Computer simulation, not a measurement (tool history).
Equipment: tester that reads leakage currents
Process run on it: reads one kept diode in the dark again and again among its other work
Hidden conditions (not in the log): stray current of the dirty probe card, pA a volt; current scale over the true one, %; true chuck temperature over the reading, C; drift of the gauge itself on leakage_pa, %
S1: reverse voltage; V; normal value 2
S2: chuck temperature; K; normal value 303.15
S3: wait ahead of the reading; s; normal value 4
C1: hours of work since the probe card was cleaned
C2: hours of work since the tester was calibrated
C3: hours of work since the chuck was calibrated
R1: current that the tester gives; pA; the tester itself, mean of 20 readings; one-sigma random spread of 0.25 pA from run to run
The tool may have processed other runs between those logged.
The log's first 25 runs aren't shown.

run 26 hour=2082.5 | S1=4.47 S2=303.15 S3=3.06 | C1=402 C2=3937 C3=179 | R1=110.19
run 27 hour=2187.5 | S1=5.47 S2=303.15 S3=0.88 | C1=473 C2=4008 C3=250 | R1=120.33
run 28 hour=2287.9 | S1=2 S2=293.15 S3=0.53 | C1=541 C2=4075 C3=317 | R1=38.97
run 29 hour=2395.2 | S1=2 S2=293.15 S3=0.53 | C1=613 C2=4147 C3=389 | R1=39.24
run 30 hour=2519.8 | S1=2 S2=293.15 S3=0.53 | C1=697 C2=4231 C3=473 | R1=39.23
run 31 hour=2624.7 | S1=4.98 S2=293.15 S3=1.43 | C1=767 C2=4302 C3=544 | R1=53.44
run 32 hour=2721.9 | S1=4.98 S2=293.15 S3=1.43 | C1=832 C2=4367 C3=609 | R1=53.47
run 33 hour=2794.2 | S1=11.54 S2=307.15 S3=1.16 | C1=881 C2=4416 C3=658 | R1=210.67
run 34 hour=2880.1 | S1=11.48 S2=294.15 S3=0.3 | C1=939 C2=4474 C3=715 | R1=87.89
run 35 hour=3000.3 | S1=2 S2=316.15 S3=0.31 | C1=1020 C2=4554 C3=796 | R1=214.45
run 36 hour=3057.8 | S1=8.05 S2=316.15 S3=0.49 | C1=1058 C2=4593 C3=835 | R1=351.59
run 37 hour=3116.2 | S1=2.96 S2=309.15 S3=1.17 | C1=1098 C2=4632 C3=874 | R1=149.04
run 38 hour=3186.5 | S1=9.21 S2=301.15 S3=2.84 | C1=1145 C2=4680 C3=922 | R1=123.36
run 39 hour=3284.3 | S1=3.18 S2=303.15 S3=0.78 | C1=1211 C2=4745 C3=987 | R1=99.39

What if the next run were any one of these 5? Each begins from the tool's condition after run 39:
run A hour=3370.6 | S1=5.7 S2=307.15 S3=0.78 | C1=1269 C2=4804 C3=1045 | R1=?
run B hour=3370.6 | S1=3.18 S2=297.15 S3=5.49 | C1=1269 C2=4804 C3=1045 | R1=?
run C hour=3370.6 | S1=1.97 S2=303.15 S3=0.61 | C1=1269 C2=4804 C3=1045 | R1=?
run D hour=3370.6 | S1=3.18 S2=325.15 S3=5.72 | C1=1269 C2=4804 C3=1045 | R1=?
run E hour=3370.6 | S1=1.49 S2=300.15 S3=3.38 | C1=1269 C2=4804 C3=1045 | R1=?

run=A R1=164.52
run=B R1=61.73
run=C R1=83.72
run=D R1=460.22
run=E R1=59.75
Stripped of hidden state, with their random variation kept, the same runs would have yielded:
run=A R1=164.55
run=B R1=61.74
run=C R1=83.74
run=D R1=460.42
run=E R1=59.77

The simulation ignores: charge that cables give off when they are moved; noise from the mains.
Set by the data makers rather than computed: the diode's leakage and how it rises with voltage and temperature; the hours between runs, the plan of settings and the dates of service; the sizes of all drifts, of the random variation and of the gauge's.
